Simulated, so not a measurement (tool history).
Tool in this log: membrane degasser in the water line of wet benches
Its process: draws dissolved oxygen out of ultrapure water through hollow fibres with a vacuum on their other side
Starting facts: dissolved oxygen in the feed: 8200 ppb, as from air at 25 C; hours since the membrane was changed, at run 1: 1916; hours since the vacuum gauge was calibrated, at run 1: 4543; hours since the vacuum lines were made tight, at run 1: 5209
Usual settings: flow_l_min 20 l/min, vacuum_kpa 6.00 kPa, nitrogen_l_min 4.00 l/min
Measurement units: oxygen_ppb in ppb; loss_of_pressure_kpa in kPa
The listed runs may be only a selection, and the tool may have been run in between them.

run,hour,flow_l_min,vacuum_kpa,nitrogen_l_min,hours since the membrane was changed,hours since the vacuum gauge was calibrated,hours since the vacuum lines were made tight,oxygen_ppb,loss_of_pressure_kpa
1,0.0,20,6.00,4.00,1916,4543,5209,59.8,69.99
2,45.6,20,6.00,4.00,1961,4589,5254,59.2,69.99
3,91.7,20,6.00,2.23,2007,4635,5300,89.6,70.10
4,131.8,20,5.43,4.00,2047,4675,5340,52.5,70.78
5,193.6,20,5.43,4.00,2109,4737,5402,53.4,70.45
# hour 205.6: seals of the vacuum lines changed
6,231.2,20,6.00,4.00,2145,4773,26,59.5,70.57
7,301.7,20,6.00,11.83,2215,4843,96,33.6,70.56
8,364.3,20,6.64,4.00,2278,4906,159,67.1,70.74
9,433.5,20,6.64,4.00,2347,4975,228,67.6,70.44
10,464.6,20,6.64,4.00,2378,5006,259,67.7,71.10
11,525.5,20,6.00,5.62,2439,5067,320,48.7,71.08
12,577.4,20,6.00,5.62,2491,5119,372,49.4,70.82
# hour 583.0: vacuum gauge calibrated
13,610.8,20,6.00,5.62,2524,28,405,51.6,70.93
14,666.9,20,6.00,4.00,2580,84,461,63.7,70.53
15,701.1,20,13.38,4.00,2614,118,495,152.5,70.72
16,755.8,20,13.38,4.00,2669,173,550,151.3,71.42
17,809.4,20,13.38,4.00,2722,226,603,152.0,71.22
18,867.8,20,9.87,1.90,2781,285,662,199.6,71.26
19,938.3,20,9.87,1.90,2851,355,732,203.7,71.54
# hour 959.1: vacuum gauge calibrated, once more
20,996.2,20,6.00,4.39,2909,37,790,50.4,71.85
21,1029.7,20,6.00,4.39,2942,71,823,51.4,71.23
22,1082.8,20,6.00,4.39,2995,124,876,52.3,71.49
23,1111.5,20,6.00,4.39,3024,152,905,51.8,71.88

The next listed run, before its measurement:
24,1148.0,20,6.00,1.72,3061,189,941,?,?

Run 24 came out at oxygen_ppb 98.3 ppb, loss_of_pressure_kpa 71.37 kPa.
Take away the tool's hidden state, keep the run-to-run variation as it was, and the same run would have given oxygen_ppb 93.2 ppb, loss_of_pressure_kpa 68.41 kPa.

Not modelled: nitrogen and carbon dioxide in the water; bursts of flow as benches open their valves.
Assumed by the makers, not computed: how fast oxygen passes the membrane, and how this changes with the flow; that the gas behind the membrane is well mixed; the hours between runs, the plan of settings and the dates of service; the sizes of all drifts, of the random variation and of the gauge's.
